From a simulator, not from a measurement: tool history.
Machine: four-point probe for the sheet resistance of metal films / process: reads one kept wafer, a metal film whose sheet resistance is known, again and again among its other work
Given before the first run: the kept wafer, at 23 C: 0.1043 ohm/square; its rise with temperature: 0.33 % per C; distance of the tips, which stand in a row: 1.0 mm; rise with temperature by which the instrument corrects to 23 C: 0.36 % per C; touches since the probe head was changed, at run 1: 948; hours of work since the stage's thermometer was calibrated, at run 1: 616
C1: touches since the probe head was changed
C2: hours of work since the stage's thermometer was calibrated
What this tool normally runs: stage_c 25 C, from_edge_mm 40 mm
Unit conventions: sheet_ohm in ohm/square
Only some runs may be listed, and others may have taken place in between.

run 1 hour=0.0 | stage_c=25 from_edge_mm=40 | C1=948 C2=616 | sheet_ohm=0.103870
run 2 hour=12.8 | stage_c=25 from_edge_mm=40 | C1=1197 C2=621 | sheet_ohm=0.103919
run 3 hour=21.5 | stage_c=25 from_edge_mm=40 | C1=1367 C2=625 | sheet_ohm=0.103915
run 4 hour=29.3 | stage_c=25 from_edge_mm=40 | C1=1518 C2=628 | sheet_ohm=0.103879
run 5 hour=38.3 | stage_c=25 from_edge_mm=40 | C1=1694 C2=632 | sheet_ohm=0.103869
run 6 hour=55.2 | stage_c=25 from_edge_mm=40 | C1=2023 C2=639 | sheet_ohm=0.103869
run 7 hour=68.8 | stage_c=25 from_edge_mm=40 | C1=2289 C2=645 | sheet_ohm=0.103894
run 8 hour=78.9 | stage_c=25 from_edge_mm=13 | C1=2484 C2=649 | sheet_ohm=0.104227
run 9 hour=91.7 | stage_c=25 from_edge_mm=26 | C1=2734 C2=654 | sheet_ohm=0.103893
run 10 hour=107.0 | stage_c=25 from_edge_mm=40 | C1=3031 C2=660 | sheet_ohm=0.103861
run 11 hour=121.7 | stage_c=25 from_edge_mm=40 | C1=3318 C2=667 | sheet_ohm=0.103909
run 12 hour=129.4 | stage_c=25 from_edge_mm=40 | C1=3468 C2=670 | sheet_ohm=0.103929
run 13 hour=140.9 | stage_c=25 from_edge_mm=40 | C1=3692 C2=675 | sheet_ohm=0.103901
run 14 hour=153.1 | stage_c=34 from_edge_mm=9 | C1=3930 C2=680 | sheet_ohm=0.104278
run 15 hour=170.5 | stage_c=34 from_edge_mm=9 | C1=4268 C2=687 | sheet_ohm=0.104273
run 16 hour=183.7 | stage_c=22 from_edge_mm=57 | C1=4525 C2=692 | sheet_ohm=0.103981
run 17 hour=192.9 | stage_c=22 from_edge_mm=57 | C1=4704 C2=696 | sheet_ohm=0.103970
run 18 hour=205.9 | stage_c=22 from_edge_mm=57 | C1=4958 C2=702 | sheet_ohm=0.103931
run 19 hour=219.9 | stage_c=19 from_edge_mm=26 | C1=5229 C2=707 | sheet_ohm=0.104137
run 20 hour=232.1 | stage_c=33 from_edge_mm=23 | C1=5468 C2=713 | sheet_ohm=0.103748
run 21 hour=245.7 | stage_c=25 from_edge_mm=15 | C1=5732 C2=718 | sheet_ohm=0.104055

Below are 5 alternative next runs, each starting from the tool's condition after run 21. Predict each:
run A hour=253.1 | stage_c=23 from_edge_mm=23 | C1=5877 C2=721 | sheet_ohm=?
run B hour=253.1 | stage_c=31 from_edge_mm=6 | C1=5877 C2=721 | sheet_ohm=?
run C hour=253.1 | stage_c=25 from_edge_mm=31 | C1=5877 C2=721 | sheet_ohm=?
run D hour=253.1 | stage_c=25 from_edge_mm=17 | C1=5877 C2=721 | sheet_ohm=?
run E hour=253.1 | stage_c=19 from_edge_mm=5 | C1=5877 C2=721 | sheet_ohm=?

run=A sheet_ohm=0.103995
run=B sheet_ohm=0.105196
run=C sheet_ohm=0.103922
run=D sheet_ohm=0.104030
run=E sheet_ohm=0.106204
Without the tool's unlogged condition, the same runs would have read:
run=A sheet_ohm=0.104388
run=B sheet_ohm=0.105594
run=C sheet_ohm=0.104315
run=D sheet_ohm=0.104423
run=E sheet_ohm=0.106605
